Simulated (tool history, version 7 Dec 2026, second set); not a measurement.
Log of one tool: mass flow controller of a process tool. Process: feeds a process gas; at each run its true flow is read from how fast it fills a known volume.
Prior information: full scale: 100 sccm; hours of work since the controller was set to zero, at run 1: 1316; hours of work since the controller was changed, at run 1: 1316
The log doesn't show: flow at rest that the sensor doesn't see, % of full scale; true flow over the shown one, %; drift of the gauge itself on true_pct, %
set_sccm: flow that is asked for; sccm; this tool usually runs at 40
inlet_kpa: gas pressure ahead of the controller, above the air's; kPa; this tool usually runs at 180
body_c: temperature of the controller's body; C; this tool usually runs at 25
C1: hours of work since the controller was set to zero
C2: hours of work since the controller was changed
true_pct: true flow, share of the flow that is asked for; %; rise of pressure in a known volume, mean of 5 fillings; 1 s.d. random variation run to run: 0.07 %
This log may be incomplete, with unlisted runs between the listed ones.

{"run": 1, "hour": 0.0, "set_sccm": 40, "inlet_kpa": 180, "body_c": 25, "C1": 1316, "C2": 1316, "true_pct": 100.47}
{"run": 2, "hour": 119.0, "set_sccm": 13, "inlet_kpa": 180, "body_c": 25, "C1": 1365, "C2": 1365, "true_pct": 102.18}
{"run": 3, "hour": 228.6, "set_sccm": 13, "inlet_kpa": 180, "body_c": 25, "C1": 1411, "C2": 1411, "true_pct": 102.26}
{"run": 4, "hour": 358.6, "set_sccm": 13, "inlet_kpa": 180, "body_c": 25, "C1": 1465, "C2": 1465, "true_pct": 102.23}
{"run": 5, "hour": 486.7, "set_sccm": 13, "inlet_kpa": 180, "body_c": 25, "C1": 1518, "C2": 1518, "true_pct": 102.52}
{"run": 6, "hour": 572.0, "set_sccm": 13, "inlet_kpa": 180, "body_c": 25, "C1": 1553, "C2": 1553, "true_pct": 102.52}
{"run": 7, "hour": 678.2, "set_sccm": 13, "inlet_kpa": 180, "body_c": 25, "C1": 1597, "C2": 1597, "true_pct": 102.64}
{"run": 8, "hour": 805.0, "set_sccm": 40, "inlet_kpa": 180, "body_c": 25, "C1": 1650, "C2": 1650, "true_pct": 100.75}
{"run": 9, "hour": 921.4, "set_sccm": 40, "inlet_kpa": 180, "body_c": 25, "C1": 1698, "C2": 1698, "true_pct": 100.62}
{"run": 10, "hour": 1021.9, "set_sccm": 10, "inlet_kpa": 180, "body_c": 25, "C1": 1740, "C2": 1740, "true_pct": 104.14}
{"run": 11, "hour": 1122.5, "set_sccm": 10, "inlet_kpa": 180, "body_c": 25, "C1": 1782, "C2": 1782, "true_pct": 104.3}
{"run": 12, "hour": 1187.4, "set_sccm": 10, "inlet_kpa": 180, "body_c": 25, "C1": 1809, "C2": 1809, "true_pct": 104.13}
{"run": 13, "hour": 1312.7, "set_sccm": 51, "inlet_kpa": 149, "body_c": 33, "C1": 1861, "C2": 1861, "true_pct": 101.18}
{"run": 14, "hour": 1440.6, "set_sccm": 30, "inlet_kpa": 247, "body_c": 33, "C1": 1914, "C2": 1914, "true_pct": 101.87}
{"hour": 1448.4, "done": "controller's zero set anew"}
{"run": 15, "hour": 1570.1, "set_sccm": 90, "inlet_kpa": 187, "body_c": 24, "C1": 51, "C2": 1967, "true_pct": 101.3}
{"run": 16, "hour": 1698.6, "set_sccm": 90, "inlet_kpa": 201, "body_c": 23, "C1": 104, "C2": 2021, "true_pct": 101.44}
{"run": 17, "hour": 1806.6, "set_sccm": 54, "inlet_kpa": 214, "body_c": 25, "C1": 149, "C2": 2066, "true_pct": 101.69}
{"hour": 1817.2, "done": "controller's zero set anew, once more"}
{"run": 18, "hour": 1932.5, "set_sccm": 59, "inlet_kpa": 145, "body_c": 38, "C1": 48, "C2": 2118, "true_pct": 100.65}
{"run": 19, "hour": 2038.2, "set_sccm": 26, "inlet_kpa": 273, "body_c": 25, "C1": 92, "C2": 2162, "true_pct": 100.07}
{"run": 20, "hour": 2107.2, "set_sccm": 22, "inlet_kpa": 161, "body_c": 23, "C1": 120, "C2": 2190, "true_pct": 99.59}
{"run": 21, "hour": 2206.7, "set_sccm": 22, "inlet_kpa": 161, "body_c": 23, "C1": 162, "C2": 2232, "true_pct": 99.73}
{"run": 22, "hour": 2268.4, "set_sccm": 12, "inlet_kpa": 215, "body_c": 33, "C1": 187, "C2": 2257, "true_pct": 100.68}

For some of the steps in true_pct from one run to the next: how much would appear even if the tool had no hidden state, given the settings, what came in and random variation, and how much remains for the hidden state plus any gauge scatter that the measured result and the result without hidden state don't share?
Run 9 -> 10: set_sccm 40 -> 10. true_pct +3.52 %: hidden state +3.78, all else -0.26.
Run 12 -> 13: set_sccm 10 -> 51, inlet_kpa 180 -> 149, body_c 25 -> 33. true_pct -2.95 %: hidden state -4.10, all else +1.15.
